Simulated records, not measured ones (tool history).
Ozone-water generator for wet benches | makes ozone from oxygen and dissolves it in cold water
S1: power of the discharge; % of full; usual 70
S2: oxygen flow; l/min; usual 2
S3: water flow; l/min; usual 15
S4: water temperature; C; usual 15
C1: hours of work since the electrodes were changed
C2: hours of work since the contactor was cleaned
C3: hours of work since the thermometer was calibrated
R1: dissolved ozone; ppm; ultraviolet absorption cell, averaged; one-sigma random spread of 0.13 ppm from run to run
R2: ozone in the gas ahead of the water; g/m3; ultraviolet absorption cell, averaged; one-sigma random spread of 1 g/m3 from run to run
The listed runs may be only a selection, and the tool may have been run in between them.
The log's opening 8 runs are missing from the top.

run 9 hour=1115.5 | S1=70 S2=2 S3=9 S4=15 | C1=5815 C2=3253 C3=2388 | R1=20.6 R2=169.2
run 10 hour=1270.4 | S1=70 S2=2 S3=9 S4=15 | C1=5918 C2=3356 C3=2491 | R1=20.7 R2=168.9
run 11 hour=1426.8 | S1=70 S2=2 S3=15 S4=15 | C1=6021 C2=3459 C3=2594 | R1=12.9 R2=168.6
run 12 hour=1592.9 | S1=70 S2=2 S3=15 S4=15 | C1=6131 C2=3569 C3=2704 | R1=12.4 R2=169.3
run 13 hour=1695.6 | S1=70 S2=2 S3=15 S4=20 | C1=6199 C2=3637 C3=2772 | R1=12.3 R2=168.5
run 14 hour=1881.6 | S1=70 S2=2 S3=19 S4=15 | C1=6322 C2=3760 C3=2895 | R1=9.8 R2=169.6
run 15 hour=2076.5 | S1=70 S2=2 S3=15 S4=15 | C1=6450 C2=3889 C3=3024 | R1=12.6 R2=167.9
run 16 hour=2221.7 | S1=70 S2=2 S3=15 S4=15 | C1=6546 C2=3985 C3=3120 | R1=12.6 R2=169.6
run 17 hour=2335.5 | S1=70 S2=2.56 S3=15 S4=14 | C1=6622 C2=4060 C3=3195 | R1=12.9 R2=142.5
run 18 hour=2529.9 | S1=70 S2=2.56 S3=15 S4=14 | C1=6750 C2=4188 C3=3323 | R1=13.2 R2=142.5
run 19 hour=2653.2 | S1=70 S2=2.56 S3=15 S4=14 | C1=6832 C2=4270 C3=3405 | R1=12.7 R2=143.6
run 20 hour=2807.2 | S1=70 S2=2.56 S3=15 S4=14 | C1=6933 C2=4371 C3=3507 | R1=13.2 R2=142.5
run 21 hour=2941.6 | S1=70 S2=3.02 S3=10 S4=15 | C1=7022 C2=4460 C3=3595 | R1=18.5 R2=128.3
run 22 hour=3125.9 | S1=70 S2=3.02 S3=10 S4=15 | C1=7144 C2=4582 C3=3717 | R1=18.5 R2=129
-- hour=3217.5 water thermometer calibrated
run 23 hour=3326.8 | S1=89 S2=3.55 S3=10 S4=22 | C1=7277 C2=4715 C3=72 | R1=18.3 R2=134.8
run 24 hour=3495.5 | S1=51 S2=1.74 S3=10 S4=21 | C1=7388 C2=4826 C3=184 | R1=14.2 R2=149.9
run 25 hour=3604.8 | S1=82 S2=2.88 S3=9 S4=21 | C1=7460 C2=4898 C3=256 | R1=20.1 R2=145.2
run 26 hour=3787.5 | S1=64 S2=2.9 S3=11 S4=15 | C1=7581 C2=5019 C3=377 | R1=16.2 R2=123.6
run 27 hour=3899.2 | S1=70 S2=2 S3=10 S4=15 | C1=7655 C2=5093 C3=451 | R1=18.5 R2=167.8
run 28 hour=3998.3 | S1=48 S2=2.2 S3=15 S4=15 | C1=7720 C2=5158 C3=516 | R1=10.1 R2=125.9
run 29 hour=4172.7 | S1=48 S2=1.73 S3=15 S4=22 | C1=7836 C2=5274 C3=631 | R1=9.2 R2=146.4
run 30 hour=4367.6 | S1=45 S2=1.73 S3=15 S4=22 | C1=7965 C2=5403 C3=760 | R1=8.9 R2=140.2
run 31 hour=4469.9 | S1=55 S2=2.65 S3=21 S4=22 | C1=8032 C2=5470 C3=828 | R1=6.9 R2=119.2
run 32 hour=4562.3 | S1=70 S2=3.34 S3=15 S4=15 | C1=8093 C2=5531 C3=889 | R1=12.8 R2=118.9

Each row is a separate what-if for the run after 32, all from the same tool condition, not one after another. Results?
run A hour=4649.1 | S1=70 S2=3.34 S3=11 S4=20 | C1=8151 C2=5589 C3=946 | R1=? R2=?
run B hour=4649.1 | S1=42 S2=3.34 S3=15 S4=15 | C1=8151 C2=5589 C3=946 | R1=? R2=?
run C hour=4649.1 | S1=70 S2=3.34 S3=15 S4=15 | C1=8151 C2=5589 C3=946 | R1=? R2=?

run=A R1=15.1 R2=120
run=B R1=9.2 R2=87.8
run=C R1=12.6 R2=119.7
With no hidden state in the tool, these same runs would have given:
run=A R1=16.8 R2=130.9
run=B R1=10 R2=93.1
run=C R1=14 R2=130.6
